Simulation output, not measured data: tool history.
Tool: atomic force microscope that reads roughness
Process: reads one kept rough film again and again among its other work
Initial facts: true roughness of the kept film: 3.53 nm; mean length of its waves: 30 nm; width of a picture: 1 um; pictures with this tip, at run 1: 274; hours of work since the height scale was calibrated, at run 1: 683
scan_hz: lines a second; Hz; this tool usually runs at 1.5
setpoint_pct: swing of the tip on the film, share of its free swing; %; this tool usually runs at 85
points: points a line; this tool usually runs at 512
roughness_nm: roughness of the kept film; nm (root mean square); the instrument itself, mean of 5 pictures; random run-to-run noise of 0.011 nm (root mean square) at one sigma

run   hour  scan_hz  setpoint_pct  points  pictures with this tip  hours of work since the height scale was calibrated  roughness_nm
  1      0      1.5            85     512                     274                                                  683         2.541
  2   27.6      1.5            85     512                     301                                                  697         2.535
  3   61.7     0.57            85     512                     335                                                  715         2.814
      84.2  -- new tip fitted
  4   87.7     1.49            85     512                       3                                                  728         2.539
  5  122.2      1.5            65     512                      38                                                  746         2.865
  6  139.5      2.1            85     512                      55                                                  755         2.388
  7  158.3      1.5            58     512                      73                                                  765         2.922
  8  173.3      1.5            60     512                      88                                                  773         2.913
  9  207.7      1.5            60     512                     122                                                  791          2.89
 10  227.5      1.5            60     512                     142                                                  801         2.887
 11    253      1.5            60     512                     167                                                  814         2.885
 12  269.7      1.5            85     689                     184                                                  823         2.555
 13  293.8      1.5            85     689                     208                                                  835         2.534
 14  313.9      1.5            85     689                     228                                                  846         2.554
 15  348.6      1.5            57     512                     262                                                  864         2.927
 16  377.5     1.19            85     512                     291                                                  879         2.625
 17  400.9      1.5            85     512                     314                                                  891         2.551
 18  431.3     0.78            85     512                     344                                                  907         2.752
     444.1  -- new tip fitted
 19  453.1     2.96            85     512                       9                                                  918         2.198
 20  471.3     2.96            85     512                      27                                                  927         2.203
 21    501      1.5            70     512                      57                                                  943         2.786
 22  526.5      1.5            62     512                      82                                                  956         2.885
 23  561.6      1.5            79     512                     117                                                  974         2.673
 24  586.9      1.5            79     512                     142                                                  988         2.672

Run 25 comes next. What will it give?
 25   603      1.5            79     512                     158                                                  996             ?

Run 25 came out at roughness_nm 2.652 nm (root mean square).
The same run, on a tool lacking any hidden state, would have yielded roughness_nm 2.655 nm (root mean square).
